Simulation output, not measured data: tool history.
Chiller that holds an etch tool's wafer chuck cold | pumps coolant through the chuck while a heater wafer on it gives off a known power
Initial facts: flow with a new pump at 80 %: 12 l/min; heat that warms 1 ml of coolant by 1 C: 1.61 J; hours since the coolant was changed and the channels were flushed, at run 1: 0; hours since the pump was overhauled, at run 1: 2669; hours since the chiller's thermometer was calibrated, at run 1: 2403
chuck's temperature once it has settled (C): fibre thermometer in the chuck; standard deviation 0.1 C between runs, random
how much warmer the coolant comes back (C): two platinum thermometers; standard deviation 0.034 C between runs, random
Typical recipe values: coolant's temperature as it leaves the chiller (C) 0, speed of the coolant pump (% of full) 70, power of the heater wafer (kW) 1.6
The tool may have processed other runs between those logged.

| run | hour | coolant's temperature as it leaves the chiller (C) | speed of the coolant pump (% of full) | power of the heater wafer (kW) | hours since the coolant was changed and the channels were flushed | hours since the pump was overhauled | hours since the chiller's thermometer was calibrated | chuck's temperature once it has settled (C) | how much warmer the coolant comes back (C) |
|---|---|---|---|---|---|---|---|---|---|
| 1 | 0 | 0 | 70 | 1.6 | 0 | 2669 | 2403 | 22.4 | 5.61 |
| 2 | 38.9 | 0 | 70 | 1.6 | 39 | 2708 | 2442 | 22.5 | 5.63 |
| 3 | 66.4 | 0 | 70 | 1.171 | 66 | 2735 | 2470 | 16.5 | 4.17 |
| 4 | 104.6 | 0 | 70 | 1.171 | 105 | 2774 | 2508 | 16.6 | 4.15 |
| 5 | 154.6 | 0 | 61 | 1.171 | 155 | 2824 | 2558 | 18.4 | 4.73 |
| 6 | 197.3 | 0 | 61 | 1.171 | 197 | 2866 | 2600 | 18.2 | 4.63 |
| 7 | 234.6 | 0 | 70 | 1.6 | 235 | 2904 | 2638 | 22.5 | 5.69 |
| 8 | 270.5 | 0 | 70 | 1.6 | 271 | 2940 | 2674 | 22.5 | 5.65 |
| 9 | 329.8 | 0 | 70 | 1.6 | 330 | 2999 | 2733 | 22.6 | 5.66 |
| 10 | 395.9 | 0 | 70 | 1.6 | 396 | 3065 | 2799 | 22.4 | 5.73 |
| 11 | 438.8 | 0 | 70 | 1.6 | 439 | 3108 | 2842 | 22.3 | 5.65 |
| 12 | 502 | 0 | 61 | 1.6 | 502 | 3171 | 2905 | 25 | 6.48 |
| 13 | 542.9 | 0 | 70 | 1.6 | 543 | 3212 | 2946 | 22.4 | 5.67 |
| 14 | 589.4 | 0 | 70 | 1.6 | 589 | 3258 | 2993 | 22.5 | 5.66 |
| 15 | 625 | 0 | 70 | 1.6 | 625 | 3294 | 3028 | 22.4 | 5.66 |
| 16 | 662.4 | 0 | 70 | 1.6 | 662 | 3332 | 3066 | 22.5 | 5.64 |
| 17 | 720.4 | 0 | 70 | 1.6 | 720 | 3389 | 3124 | 22.5 | 5.65 |
| 18 | 785.7 | 9 | 73 | 0.876 | 786 | 3455 | 3189 | 21.1 | 2.96 |
| 19 | 818 | 6 | 67 | 1.259 | 818 | 3487 | 3221 | 24.2 | 4.66 |
| 20 | 860 | 6 | 78 | 1.259 | 860 | 3529 | 3263 | 22.2 | 4.05 |
| 21 | 923.4 | 7 | 84 | 1.6 | 923 | 3593 | 3327 | 26.6 | 4.77 |
| 22 | 969.6 | -6 | 85 | 1.098 | 970 | 3639 | 3373 | 7.2 | 3.24 |
| 23 | 1003.8 | -6 | 85 | 1.098 | 1004 | 3673 | 3407 | 7.3 | 3.16 |
| 24 | 1047.2 | -6 | 85 | 1.098 | 1047 | 3716 | 3450 | 7.4 | 3.21 |
| 25 | 1094.5 | -6 | 86 | 1.098 | 1094 | 3764 | 3498 | 7.3 | 3.15 |
| 26 | 1149.3 | -6 | 86 | 1.098 | 1149 | 3818 | 3552 | 7.1 | 3.14 |
| 27 | 1194.6 | 9 | 70 | 1.765 | 1195 | 3864 | 3598 | 33.9 | 6.24 |
| 28 | 1227.9 | 10 | 98 | 1.027 | 1228 | 3897 | 3631 | 21.1 | 2.65 |
| 29 | 1270.8 | 10 | 75 | 0.899 | 1271 | 3940 | 3674 | 22 | 3 |
| 30 | 1325.7 | 0 | 70 | 1.666 | 1326 | 3995 | 3729 | 23.4 | 5.86 |
| 31 | 1391.8 | 0 | 70 | 1.666 | 1392 | 4061 | 3795 | 23.3 | 5.88 |

Below are 4 alternative next runs, each starting from the tool's condition after run 31. Predict each:
| A | 1424.3 | -4 | 67 | 1.666 | 1424 | 4093 | 3827 | ? | ? |
| B | 1424.3 | 0 | 70 | 1.241 | 1424 | 4093 | 3827 | ? | ? |
| C | 1424.3 | -10 | 70 | 1.091 | 1424 | 4093 | 3827 | ? | ? |
| D | 1424.3 | 3 | 70 | 1.17 | 1424 | 4093 | 3827 | ? | ? |

| run | chuck's temperature once it has settled (C) | how much warmer the coolant comes back (C) |
|---|---|---|
| A | 20.2 | 6.11 |
| B | 17.6 | 4.33 |
| C | 5.4 | 3.81 |
| D | 19.4 | 4.17 |
Take away the tool's hidden state, keep each run's random variation, and the runs would have read:
| run | chuck's temperature once it has settled (C) | how much warmer the coolant comes back (C) |
|---|---|---|
| A | 20.2 | 6.1 |
| B | 17.5 | 4.33 |
| C | 5.4 | 3.81 |
| D | 19.4 | 4.17 |

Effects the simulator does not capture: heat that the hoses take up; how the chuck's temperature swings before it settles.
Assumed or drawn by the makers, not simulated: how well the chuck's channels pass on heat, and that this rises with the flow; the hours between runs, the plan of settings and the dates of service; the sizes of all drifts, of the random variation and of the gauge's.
